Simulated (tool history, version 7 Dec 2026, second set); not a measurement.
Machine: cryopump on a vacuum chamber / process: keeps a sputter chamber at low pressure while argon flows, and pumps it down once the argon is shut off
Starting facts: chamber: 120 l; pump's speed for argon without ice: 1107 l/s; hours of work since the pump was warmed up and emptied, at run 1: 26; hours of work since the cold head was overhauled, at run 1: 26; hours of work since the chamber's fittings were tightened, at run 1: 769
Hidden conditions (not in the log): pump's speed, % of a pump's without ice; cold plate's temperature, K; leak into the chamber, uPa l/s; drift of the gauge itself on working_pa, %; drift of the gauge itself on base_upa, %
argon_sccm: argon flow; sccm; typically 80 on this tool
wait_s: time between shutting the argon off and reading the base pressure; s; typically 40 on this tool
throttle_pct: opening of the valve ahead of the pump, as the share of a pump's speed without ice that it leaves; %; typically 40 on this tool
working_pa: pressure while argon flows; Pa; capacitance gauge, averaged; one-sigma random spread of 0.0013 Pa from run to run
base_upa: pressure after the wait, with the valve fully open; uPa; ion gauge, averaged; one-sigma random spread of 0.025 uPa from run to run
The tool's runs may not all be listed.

| run | hour | argon_sccm | wait_s | throttle_pct | hours of work since the pump was warmed up and emptied | hours of work since the cold head was overhauled | hours of work since the chamber's fittings were tightened | working_pa | base_upa |
|---|---|---|---|---|---|---|---|---|---|
| 1 | 0 | 80 | 40 | 40 | 26 | 26 | 769 | 0.3088 | 2.69 |
| 2 | 13 | 75 | 40 | 40 | 34 | 34 | 778 | 0.2897 | 2.78 |
| 3 | 20.7 | 80 | 40 | 40 | 39 | 39 | 783 | 0.31 | 2.77 |
| 4 | 29.6 | 80 | 40 | 40 | 45 | 45 | 789 | 0.3099 | 2.8 |
| 5 | 38.5 | 80 | 40 | 40 | 51 | 51 | 794 | 0.3113 | 2.85 |
| 6 | 47.5 | 80 | 40 | 40 | 57 | 57 | 800 | 0.3108 | 2.83 |
| 7 | 55.6 | 80 | 40 | 40 | 62 | 62 | 806 | 0.3117 | 2.82 |
| 8 | 69.6 | 80 | 40 | 40 | 71 | 71 | 815 | 0.3129 | 2.91 |
| 9 | 82.8 | 80 | 40 | 37 | 80 | 80 | 823 | 0.3398 | 2.9 |
| 10 | 97.2 | 80 | 40 | 40 | 89 | 89 | 833 | 0.3166 | 2.92 |
| 11 | 108.9 | 80 | 40 | 40 | 97 | 97 | 840 | 0.3175 | 3.02 |
| 12 | 121.1 | 80 | 40 | 40 | 105 | 105 | 848 | 0.3186 | 3.06 |
| 13 | 133.9 | 80 | 40 | 40 | 113 | 113 | 857 | 0.3208 | 3.03 |
| 14 | 144.7 | 80 | 40 | 40 | 120 | 120 | 864 | 0.3175 | 3.2 |
| 15 | 158.2 | 80 | 40 | 18 | 129 | 129 | 873 | 0.6947 | 3.12 |
| 16 | 171.6 | 80 | 40 | 18 | 138 | 138 | 881 | 0.6977 | 3.18 |
| 17 | 182.6 | 80 | 40 | 18 | 145 | 145 | 889 | 0.7005 | 3.18 |
| 18 | 194.4 | 80 | 40 | 18 | 153 | 153 | 896 | 0.6956 | 3.2 |
| 19 | 206.8 | 80 | 47 | 40 | 161 | 161 | 904 | 0.3236 | 3.05 |
| 20 | 217 | 80 | 47 | 40 | 168 | 168 | 911 | 0.3249 | 3.27 |
| 21 | 232.8 | 116 | 40 | 40 | 178 | 178 | 921 | 0.4731 | 3.38 |
| 22 | 242.1 | 92 | 50 | 43 | 184 | 184 | 927 | 0.3539 | 3.18 |
| 23 | 250 | 34 | 33 | 30 | 189 | 189 | 933 | 0.1834 | 3.59 |
| 24 | 257.8 | 34 | 33 | 30 | 194 | 194 | 938 | 0.1831 | 3.57 |
| 25 | 271.8 | 34 | 165 | 36 | 203 | 203 | 947 | 0.156 | 2.93 |
| 26 | 289.2 | 80 | 213 | 15 | 215 | 215 | 958 | 0.8421 | 3 |
| 27 | 303.1 | 80 | 213 | 15 | 224 | 224 | 967 | 0.8397 | 3.02 |
| 28 | 318.4 | 80 | 213 | 15 | 234 | 234 | 977 | 0.8474 | 3.13 |
| 29 | 333.9 | 80 | 213 | 15 | 244 | 244 | 987 | 0.8476 | 3.05 |
| 30 | 345.8 | 80 | 213 | 15 | 252 | 252 | 995 | 0.8468 | 3.26 |
| 31 | 361.9 | 69 | 40 | 40 | 262 | 262 | 1006 | 0.2948 | 3.89 |
| 32 | 372.3 | 56 | 39 | 40 | 269 | 269 | 1013 | 0.2413 | 3.83 |
| 33 | 384.9 | 82 | 39 | 25 | 277 | 277 | 1021 | 0.5378 | 3.92 |
| 34 | 397.8 | 82 | 37 | 17 | 286 | 286 | 1029 | 0.7806 | 4.15 |
| 35 | 413.4 | 49 | 168 | 31 | 296 | 296 | 1039 | 0.2664 | 3.56 |

Some steps in working_pa, run to run, broken into two amounts with sign: the step expected even without the hidden condition (settings, incoming material, random variation), and the rest, left for the hidden condition together with whatever gauge scatter is not in both the measured and the hidden-condition-free result:
Run 22 -> 23: argon_sccm 92 -> 34, wait_s 50 -> 33, throttle_pct 43 -> 30. working_pa -0.1705 Pa: hidden state -0.0165, all else -0.154.
Run 25 -> 26: argon_sccm 34 -> 80, wait_s 165 -> 213, throttle_pct 36 -> 15. working_pa +0.6861 Pa: hidden state +0.017, all else +0.6691.
Run 30 -> 31: argon_sccm 80 -> 69, wait_s 213 -> 40, throttle_pct 15 -> 40. working_pa -0.552 Pa: hidden state -0.0031, all else -0.5489.
Run 34 -> 35: argon_sccm 82 -> 49, wait_s 37 -> 168, throttle_pct 17 -> 31. working_pa -0.5142 Pa: hidden state -0.0159, all else -0.4983.

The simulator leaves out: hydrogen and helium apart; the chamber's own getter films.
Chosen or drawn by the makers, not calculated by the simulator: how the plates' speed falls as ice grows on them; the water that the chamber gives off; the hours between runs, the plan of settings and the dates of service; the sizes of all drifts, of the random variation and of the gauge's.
